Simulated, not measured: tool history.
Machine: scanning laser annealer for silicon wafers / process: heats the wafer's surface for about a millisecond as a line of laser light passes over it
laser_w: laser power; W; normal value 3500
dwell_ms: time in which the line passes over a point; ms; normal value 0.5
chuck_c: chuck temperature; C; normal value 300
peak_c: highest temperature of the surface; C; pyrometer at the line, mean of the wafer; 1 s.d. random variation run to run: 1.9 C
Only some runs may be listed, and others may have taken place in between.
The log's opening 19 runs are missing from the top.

Run 20, hour 889.5: usual settings but laser_w 3321 W, dwell_ms 0.524 ms. Result: peak_c 1104 C.
Run 21, hour 936.2: usual settings but laser_w 3399 W, dwell_ms 0.454 ms, chuck_c 274 C. Result: peak_c 1046 C.
Run 22, hour 998.1: usual settings but dwell_ms 0.381 ms, chuck_c 263 C. Result: peak_c 995 C.
Run 23, hour 1058.1: usual settings but dwell_ms 0.381 ms, chuck_c 263 C. Result: peak_c 999 C.
Run 24, hour 1099.7: usual settings but laser_w 3608 W, dwell_ms 0.381 ms, chuck_c 303 C. Result: peak_c 1061 C.
Run 25, hour 1150.2: usual settings but laser_w 3608 W, dwell_ms 0.381 ms, chuck_c 303 C. Result: peak_c 1062 C.
Run 26, hour 1189.8: usual settings but dwell_ms 0.443 ms. Result: peak_c 1088 C.
Run 27, hour 1223.3: usual settings but dwell_ms 0.443 ms. Result: peak_c 1088 C.
Run 28, hour 1258.2: usual settings but dwell_ms 0.443 ms. Result: peak_c 1086 C.
Run 29, hour 1287.3: usual settings but dwell_ms 0.443 ms, chuck_c 305 C. Result: peak_c 1093 C.
At hour 1332.3: window over the wafer cleaned.
Run 30, hour 1336: usual settings but dwell_ms 0.423 ms, chuck_c 272 C. Result: peak_c 1044 C.
Run 31, hour 1382.2: usual settings but dwell_ms 0.423 ms, chuck_c 272 C. Result: peak_c 1040 C.

Predict the results of run 32:
Run 32, hour 1411.2: usual settings but laser_w 3381 W, dwell_ms 0.457 ms, chuck_c 316 C. Result: peak_c ?.

peak_c: 1087 C
Were there no unlogged condition in the tool, this run, its random variation unchanged, would have produced peak_c 1087 C.
